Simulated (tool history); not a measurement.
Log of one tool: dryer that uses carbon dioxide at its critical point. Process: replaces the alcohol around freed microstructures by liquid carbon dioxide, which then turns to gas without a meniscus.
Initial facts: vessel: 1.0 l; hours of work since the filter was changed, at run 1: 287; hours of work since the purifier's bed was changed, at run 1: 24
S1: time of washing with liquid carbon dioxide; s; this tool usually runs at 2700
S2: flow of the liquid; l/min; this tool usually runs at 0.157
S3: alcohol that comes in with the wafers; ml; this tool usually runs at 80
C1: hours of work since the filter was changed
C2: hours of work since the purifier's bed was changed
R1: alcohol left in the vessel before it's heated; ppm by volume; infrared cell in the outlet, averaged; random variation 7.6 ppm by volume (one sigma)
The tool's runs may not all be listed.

Run 1, day 0: usual settings; C1 287; C2 24. Result: R1 547 ppm by volume.
Run 2, day 0.625: usual settings; C1 296; C2 33. Result: R1 571 ppm by volume.
Run 3, day 1.842: usual settings; C1 314; C2 51. Result: R1 559 ppm by volume.
Run 4, day 3.088: usual settings but S1 1800 s; C1 332; C2 69. Result: R1 3028 ppm by volume.
Run 5, day 3.875: usual settings but S1 1800 s; C1 344; C2 81. Result: R1 3009 ppm by volume.
Run 6, day 4.546: usual settings but S1 1800 s; C1 354; C2 90. Result: R1 2999 ppm by volume.
Run 7, day 5.383: usual settings but S1 1800 s, S2 0.151 l/min; C1 366; C2 103. Result: R1 3463 ppm by volume.
Run 8, day 6.838: usual settings but S1 3300 s; C1 387; C2 124. Result: R1 227 ppm by volume.
Run 9, day 7.788: usual settings but S2 0.133 l/min; C1 401; C2 138. Result: R1 1322 ppm by volume.
Run 10, day 9.112: usual settings but S2 0.24 l/min; C1 420; C2 157. Result: R1 66 ppm by volume.
Run 11, day 10.262: usual settings; C1 437; C2 174. Result: R1 663 ppm by volume.
At day 11.017: inlet filter changed.
Run 12, day 11.354: usual settings; C1 5; C2 189. Result: R1 406 ppm by volume.
Run 13, day 12.567: usual settings but S1 3960 s, S2 0.108 l/min, S3 57 ml; C1 23; C2 207. Result: R1 298 ppm by volume.
Run 14, day 13.238: usual settings but S1 3960 s, S2 0.108 l/min, S3 57 ml; C1 32; C2 217. Result: R1 304 ppm by volume.
Run 15, day 14.396: usual settings but S1 3960 s, S2 0.108 l/min, S3 57 ml; C1 49; C2 234. Result: R1 318 ppm by volume.
Run 16, day 15.675: usual settings but S1 1740 s, S2 0.211 l/min, S3 46 ml; C1 68; C2 252. Result: R1 501 ppm by volume.
Run 17, day 16.746: usual settings but S2 0.25 l/min, S3 79 ml; C1 84; C2 268. Result: R1 52 ppm by volume.
Run 18, day 17.942: usual settings but S2 0.25 l/min, S3 79 ml; C1 101; C2 285. Result: R1 54 ppm by volume.
Run 19, day 18.883: usual settings but S2 0.25 l/min, S3 35 ml; C1 115; C2 299. Result: R1 48 ppm by volume.
Run 20, day 19.729: usual settings but S2 0.119 l/min, S3 54 ml; C1 127; C2 311. Result: R1 1097 ppm by volume.
Run 21, day 21.242: usual settings but S2 0.119 l/min, S3 54 ml; C1 149; C2 333. Result: R1 1127 ppm by volume.
Run 22, day 22.275: usual settings but S2 0.119 l/min, S3 22 ml; C1 164; C2 349. Result: R1 493 ppm by volume.
Run 23, day 23.308: usual settings but S1 3300 s, S2 0.119 l/min, S3 21 ml; C1 179; C2 364. Result: R1 236 ppm by volume.
Run 24, day 24.612: usual settings but S2 0.139 l/min, S3 32 ml; C1 198; C2 383. Result: R1 386 ppm by volume.

What if the next run were any one of these 4? Each begins from the tool's condition after run 24:
Run A, day 25.304: usual settings but S1 2880 s, S2 0.102 l/min, S3 32 ml; C1 208; C2 393. Result: R1 ?.
Run B, day 25.304: usual settings but S3 24 ml; C1 208; C2 393. Result: R1 ?.
Run C, day 25.304: usual settings but S1 4260 s, S2 0.139 l/min, S3 32 ml; C1 208; C2 393. Result: R1 ?.
Run D, day 25.304: usual settings but S1 1800 s, S2 0.139 l/min, S3 32 ml; C1 208; C2 393. Result: R1 ?.

run    R1
  A   994
  B   185
  C    65
  D  1628
Take away the tool's hidden state, keep each run's random variation, and the runs would have read:
run    R1
  A   799
  B   113
  C    17
  D  1362

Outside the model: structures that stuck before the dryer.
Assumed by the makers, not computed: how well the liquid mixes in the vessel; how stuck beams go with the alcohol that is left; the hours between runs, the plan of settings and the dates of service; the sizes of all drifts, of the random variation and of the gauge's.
